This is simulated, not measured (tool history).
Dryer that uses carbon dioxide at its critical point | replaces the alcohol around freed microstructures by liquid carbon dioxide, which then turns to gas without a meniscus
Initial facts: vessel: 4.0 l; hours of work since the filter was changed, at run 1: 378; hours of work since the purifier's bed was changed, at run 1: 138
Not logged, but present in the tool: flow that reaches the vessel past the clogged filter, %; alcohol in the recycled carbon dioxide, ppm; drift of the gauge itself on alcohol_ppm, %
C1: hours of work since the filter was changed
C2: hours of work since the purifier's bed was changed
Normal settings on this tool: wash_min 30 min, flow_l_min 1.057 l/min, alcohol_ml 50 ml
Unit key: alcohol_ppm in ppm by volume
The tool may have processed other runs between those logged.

{"run": 1, "hour": 0.0, "wash_min": 30, "flow_l_min": 1.057, "alcohol_ml": 50, "C1": 378, "C2": 138, "alcohol_ppm": 35}
{"run": 2, "hour": 7.6, "wash_min": 30, "flow_l_min": 1.057, "alcohol_ml": 50, "C1": 380, "C2": 141, "alcohol_ppm": 39}
{"run": 3, "hour": 16.6, "wash_min": 30, "flow_l_min": 0.7, "alcohol_ml": 50, "C1": 384, "C2": 145, "alcohol_ppm": 169}
{"run": 4, "hour": 21.0, "wash_min": 30, "flow_l_min": 0.7, "alcohol_ml": 50, "C1": 386, "C2": 147, "alcohol_ppm": 165}
{"run": 5, "hour": 27.1, "wash_min": 30, "flow_l_min": 1.057, "alcohol_ml": 28, "C1": 388, "C2": 149, "alcohol_ppm": 33}
{"run": 6, "hour": 34.9, "wash_min": 30, "flow_l_min": 1.057, "alcohol_ml": 45, "C1": 391, "C2": 152, "alcohol_ppm": 36}
{"run": 7, "hour": 45.0, "wash_min": 30, "flow_l_min": 1.057, "alcohol_ml": 45, "C1": 395, "C2": 156, "alcohol_ppm": 38}
{"run": 8, "hour": 54.6, "wash_min": 30, "flow_l_min": 1.057, "alcohol_ml": 45, "C1": 399, "C2": 160, "alcohol_ppm": 41}
{"run": 9, "hour": 62.5, "wash_min": 30, "flow_l_min": 1.057, "alcohol_ml": 50, "C1": 402, "C2": 163, "alcohol_ppm": 45}
{"run": 10, "hour": 71.1, "wash_min": 30, "flow_l_min": 1.057, "alcohol_ml": 50, "C1": 405, "C2": 166, "alcohol_ppm": 45}
{"run": 11, "hour": 80.4, "wash_min": 30, "flow_l_min": 1.057, "alcohol_ml": 50, "C1": 409, "C2": 170, "alcohol_ppm": 42}
{"run": 12, "hour": 87.2, "wash_min": 33, "flow_l_min": 1.057, "alcohol_ml": 50, "C1": 412, "C2": 173, "alcohol_ppm": 38}
{"run": 13, "hour": 94.2, "wash_min": 33, "flow_l_min": 1.057, "alcohol_ml": 50, "C1": 415, "C2": 175, "alcohol_ppm": 40}
{"run": 14, "hour": 103.7, "wash_min": 30, "flow_l_min": 1.58, "alcohol_ml": 50, "C1": 418, "C2": 179, "alcohol_ppm": 42}
{"run": 15, "hour": 114.1, "wash_min": 30, "flow_l_min": 1.057, "alcohol_ml": 50, "C1": 422, "C2": 183, "alcohol_ppm": 52}
{"run": 16, "hour": 121.3, "wash_min": 30, "flow_l_min": 1.057, "alcohol_ml": 50, "C1": 425, "C2": 186, "alcohol_ppm": 49}
{"run": 17, "hour": 129.1, "wash_min": 30, "flow_l_min": 0.72, "alcohol_ml": 95, "C1": 428, "C2": 189, "alcohol_ppm": 284}
{"run": 18, "hour": 136.7, "wash_min": 24, "flow_l_min": 1.02, "alcohol_ml": 79, "C1": 431, "C2": 192, "alcohol_ppm": 162}
{"run": 19, "hour": 146.5, "wash_min": 27, "flow_l_min": 0.95, "alcohol_ml": 48, "C1": 435, "C2": 196, "alcohol_ppm": 91}
{"run": 20, "hour": 151.1, "wash_min": 27, "flow_l_min": 0.95, "alcohol_ml": 48, "C1": 437, "C2": 198, "alcohol_ppm": 81}
{"run": 21, "hour": 159.6, "wash_min": 30, "flow_l_min": 1.01, "alcohol_ml": 95, "C1": 440, "C2": 201, "alcohol_ppm": 70}
{"run": 22, "hour": 164.2, "wash_min": 30, "flow_l_min": 1.01, "alcohol_ml": 95, "C1": 442, "C2": 203, "alcohol_ppm": 72}
{"run": 23, "hour": 169.7, "wash_min": 30, "flow_l_min": 1.01, "alcohol_ml": 95, "C1": 444, "C2": 205, "alcohol_ppm": 78}
{"run": 24, "hour": 176.9, "wash_min": 25, "flow_l_min": 1.23, "alcohol_ml": 31, "C1": 447, "C2": 208, "alcohol_ppm": 47}
{"run": 25, "hour": 185.7, "wash_min": 25, "flow_l_min": 1.23, "alcohol_ml": 45, "C1": 451, "C2": 211, "alcohol_ppm": 54}
{"run": 26, "hour": 191.5, "wash_min": 19, "flow_l_min": 1.27, "alcohol_ml": 38, "C1": 453, "C2": 214, "alcohol_ppm": 111}
{"run": 27, "hour": 199.3, "wash_min": 36, "flow_l_min": 1.67, "alcohol_ml": 39, "C1": 456, "C2": 217, "alcohol_ppm": 33}
{"run": 28, "hour": 208.4, "wash_min": 36, "flow_l_min": 1.67, "alcohol_ml": 39, "C1": 460, "C2": 220, "alcohol_ppm": 32}
{"run": 29, "hour": 216.2, "wash_min": 36, "flow_l_min": 1.67, "alcohol_ml": 39, "C1": 463, "C2": 223, "alcohol_ppm": 39}
{"run": 30, "hour": 223.1, "wash_min": 36, "flow_l_min": 1.67, "alcohol_ml": 39, "C1": 465, "C2": 226, "alcohol_ppm": 39}
{"run": 31, "hour": 229.3, "wash_min": 36, "flow_l_min": 1.64, "alcohol_ml": 39, "C1": 468, "C2": 229, "alcohol_ppm": 37}

3 ways to go on from here, each from the tool as it stands after run 31. What would each give?
{"run": "A", "hour": 239.1, "wash_min": 25, "flow_l_min": 1.64, "alcohol_ml": 50, "C1": 472, "C2": 232, "alcohol_ppm": "?"}
{"run": "B", "hour": 239.1, "wash_min": 41, "flow_l_min": 0.7, "alcohol_ml": 54, "C1": 472, "C2": 232, "alcohol_ppm": "?"}
{"run": "C", "hour": 239.1, "wash_min": 31, "flow_l_min": 1.057, "alcohol_ml": 90, "C1": 472, "C2": 232, "alcohol_ppm": "?"}

run=A alcohol_ppm=47
run=B alcohol_ppm=68
run=C alcohol_ppm=62
Take away the tool's hidden state, keep each run's random variation, and the runs would have read:
run=A alcohol_ppm=11
run=B alcohol_ppm=12
run=C alcohol_ppm=10
